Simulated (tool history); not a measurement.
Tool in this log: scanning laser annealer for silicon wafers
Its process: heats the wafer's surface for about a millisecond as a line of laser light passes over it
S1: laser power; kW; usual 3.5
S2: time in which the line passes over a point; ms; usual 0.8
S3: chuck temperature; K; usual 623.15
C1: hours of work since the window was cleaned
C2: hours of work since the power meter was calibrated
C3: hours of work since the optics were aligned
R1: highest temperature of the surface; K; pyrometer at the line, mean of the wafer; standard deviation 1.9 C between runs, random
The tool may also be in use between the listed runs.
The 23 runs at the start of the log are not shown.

run	hour	S1	S2	S3	C1	C2	C3	R1
24	697.9	3.5	0.85	606.15	58	1091	1413	1381.15
25	725.9	3.5	0.85	606.15	74	1106	1428	1380.15
26	765.4	3.5	0.658	622.15	96	1129	1450	1285.15
27	808.7	3.497	0.73	652.15	121	1153	1475	1355.15
28	837.8	3.5	0.807	611.15	137	1169	1491	1358.15
29	865.5	3.5	0.807	611.15	152	1185	1507	1359.15
30	896.4	3.5	0.807	611.15	170	1202	1524	1360.15
31	915.5	3.5	0.807	611.15	181	1213	1535	1355.15

What if the next run were any one of these 3? Each begins from the tool's condition after run 31:
A	942.9	3.797	0.687	611.15	196	1228	1550	?
B	942.9	3.5	0.953	628.15	196	1228	1550	?
C	942.9	2.979	0.8	623.15	196	1228	1550	?

run	R1
A	1343.15
B	1452.15
C	1263.15
Had the tool no hidden state, the same runs would have come out as:
run	R1
A	1354.15
B	1464.15
C	1272.15

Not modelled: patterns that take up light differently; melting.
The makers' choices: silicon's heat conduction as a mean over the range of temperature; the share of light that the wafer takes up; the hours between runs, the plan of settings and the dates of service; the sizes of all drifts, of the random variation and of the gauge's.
